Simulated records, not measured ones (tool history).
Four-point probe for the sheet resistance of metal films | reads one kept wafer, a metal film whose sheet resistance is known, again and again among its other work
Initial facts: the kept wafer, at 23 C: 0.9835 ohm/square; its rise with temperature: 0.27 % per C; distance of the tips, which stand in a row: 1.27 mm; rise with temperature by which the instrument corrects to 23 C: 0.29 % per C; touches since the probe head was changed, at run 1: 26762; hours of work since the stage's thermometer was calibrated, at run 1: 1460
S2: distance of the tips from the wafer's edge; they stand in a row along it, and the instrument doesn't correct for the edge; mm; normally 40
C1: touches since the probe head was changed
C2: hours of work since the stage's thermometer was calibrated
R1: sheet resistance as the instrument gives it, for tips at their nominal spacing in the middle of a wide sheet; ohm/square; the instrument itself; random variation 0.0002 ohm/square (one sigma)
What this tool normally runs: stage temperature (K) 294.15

Run 1, day 0.000: usual settings; C1 26762; C2 1460. Result: R1 0.981197 ohm/square.
Run 2, day 1.779: usual settings; C1 27905; C2 1491. Result: R1 0.981477 ohm/square.
Run 3, day 3.188: usual settings; C1 28809; C2 1515. Result: R1 0.981208 ohm/square.
Run 4, day 4.979: usual settings; C1 29963; C2 1546. Result: R1 0.981442 ohm/square.
Run 5, day 6.171: usual settings; C1 30728; C2 1566. Result: R1 0.981618 ohm/square.
Run 6, day 7.508: usual settings; C1 31587; C2 1589. Result: R1 0.981501 ohm/square.
Run 7, day 8.442: usual settings but S2 5 mm; C1 32187; C2 1606. Result: R1 1.013557 ohm/square.
Run 8, day 9.933: usual settings but S2 5 mm; C1 33147; C2 1631. Result: R1 1.013624 ohm/square.
At day 10.029: stage's thermometer calibrated.
Run 9, day 10.758: usual settings but S2 5 mm; C1 33662; C2 13. Result: R1 1.013238 ohm/square.
Run 10, day 11.779: usual settings but stage temperature (K) 307.15, S2 23 mm; C1 34317; C2 30. Result: R1 0.979655 ohm/square.
Run 11, day 13.429: usual settings but stage temperature (K) 302.15, S2 6 mm; C1 35378; C2 59. Result: R1 1.002231 ohm/square.

For run 12, what comes out?
Run 12, day 14.812: usual settings but stage temperature (K) 302.15, S2 6 mm; C1 36267; C2 82. Result: R1 ?.

R1: 1.001828 ohm/square
Were there no unlogged condition in the tool, this run, its random variation unchanged, would have produced R1 1.005123 ohm/square.
